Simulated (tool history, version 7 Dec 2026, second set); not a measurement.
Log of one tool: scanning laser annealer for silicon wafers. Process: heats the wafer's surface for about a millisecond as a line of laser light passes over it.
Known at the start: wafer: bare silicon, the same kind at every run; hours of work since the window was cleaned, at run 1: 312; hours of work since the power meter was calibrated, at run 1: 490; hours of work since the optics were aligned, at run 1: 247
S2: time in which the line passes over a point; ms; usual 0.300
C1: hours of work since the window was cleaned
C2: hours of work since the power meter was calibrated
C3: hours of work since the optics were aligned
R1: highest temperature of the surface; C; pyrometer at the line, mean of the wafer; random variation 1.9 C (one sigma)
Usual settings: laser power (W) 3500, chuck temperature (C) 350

run 1 hour=0.0 | laser_power_(W)=3500 S2=0.300 chuck_temperature_(C)=350 | C1=312 C2=490 C3=247 | R1=1083
run 2 hour=22.9 | laser_power_(W)=3816 S2=0.300 chuck_temperature_(C)=350 | C1=330 C2=508 C3=265 | R1=1168
run 3 hour=50.8 | laser_power_(W)=3816 S2=0.300 chuck_temperature_(C)=350 | C1=351 C2=529 C3=287 | R1=1166
run 4 hour=63.2 | laser_power_(W)=3500 S2=0.300 chuck_temperature_(C)=350 | C1=361 C2=539 C3=297 | R1=1081
run 5 hour=88.8 | laser_power_(W)=3500 S2=0.300 chuck_temperature_(C)=350 | C1=381 C2=559 C3=317 | R1=1076
run 6 hour=119.3 | laser_power_(W)=3843 S2=0.300 chuck_temperature_(C)=350 | C1=405 C2=583 C3=341 | R1=1167
run 7 hour=134.1 | laser_power_(W)=3843 S2=0.300 chuck_temperature_(C)=350 | C1=417 C2=595 C3=352 | R1=1169
run 8 hour=157.9 | laser_power_(W)=3500 S2=0.338 chuck_temperature_(C)=350 | C1=435 C2=613 C3=371 | R1=1118
-- hour=184.9 window over the wafer cleaned
run 9 hour=186.5 | laser_power_(W)=3500 S2=0.338 chuck_temperature_(C)=350 | C1=1 C2=634 C3=392 | R1=1136
run 10 hour=198.9 | laser_power_(W)=3500 S2=0.300 chuck_temperature_(C)=350 | C1=11 C2=644 C3=401 | R1=1088
run 11 hour=212.0 | laser_power_(W)=3500 S2=0.300 chuck_temperature_(C)=350 | C1=21 C2=654 C3=412 | R1=1089
run 12 hour=239.6 | laser_power_(W)=3500 S2=0.300 chuck_temperature_(C)=350 | C1=43 C2=676 C3=433 | R1=1087
run 13 hour=262.2 | laser_power_(W)=3500 S2=0.300 chuck_temperature_(C)=350 | C1=61 C2=693 C3=451 | R1=1085
run 14 hour=287.4 | laser_power_(W)=2977 S2=0.300 chuck_temperature_(C)=350 | C1=80 C2=713 C3=471 | R1=944
run 15 hour=302.6 | laser_power_(W)=3500 S2=0.300 chuck_temperature_(C)=350 | C1=92 C2=725 C3=483 | R1=1081
run 16 hour=321.1 | laser_power_(W)=3500 S2=0.251 chuck_temperature_(C)=350 | C1=107 C2=740 C3=497 | R1=1015
run 17 hour=346.9 | laser_power_(W)=3500 S2=0.251 chuck_temperature_(C)=350 | C1=127 C2=760 C3=517 | R1=1014
run 18 hour=371.1 | laser_power_(W)=3500 S2=0.251 chuck_temperature_(C)=350 | C1=146 C2=779 C3=536 | R1=1014
run 19 hour=396.8 | laser_power_(W)=3693 S2=0.318 chuck_temperature_(C)=349 | C1=166 C2=799 C3=556 | R1=1149
run 20 hour=414.8 | laser_power_(W)=3152 S2=0.211 chuck_temperature_(C)=350 | C1=180 C2=813 C3=571 | R1=877
run 21 hour=430.2 | laser_power_(W)=3363 S2=0.373 chuck_temperature_(C)=374 | C1=192 C2=825 C3=583 | R1=1140
run 22 hour=453.3 | laser_power_(W)=3363 S2=0.373 chuck_temperature_(C)=374 | C1=210 C2=843 C3=601 | R1=1143
run 23 hour=478.9 | laser_power_(W)=3500 S2=0.300 chuck_temperature_(C)=330 | C1=230 C2=863 C3=621 | R1=1053
run 24 hour=504.7 | laser_power_(W)=3500 S2=0.300 chuck_temperature_(C)=330 | C1=251 C2=884 C3=641 | R1=1048
run 25 hour=533.6 | laser_power_(W)=3659 S2=0.317 chuck_temperature_(C)=330 | C1=273 C2=906 C3=664 | R1=1111
run 26 hour=555.7 | laser_power_(W)=3211 S2=0.241 chuck_temperature_(C)=334 | C1=291 C2=923 C3=681 | R1=903
run 27 hour=571.6 | laser_power_(W)=3211 S2=0.241 chuck_temperature_(C)=334 | C1=303 C2=936 C3=693 | R1=903

The next listed run, before its measurement:
run 28 hour=602.0 | laser_power_(W)=3500 S2=0.271 chuck_temperature_(C)=350 | C1=327 C2=960 C3=717 | R1=?

R1: 1027 C
Without the tool's hidden state the same run would have given R1 1072 C.
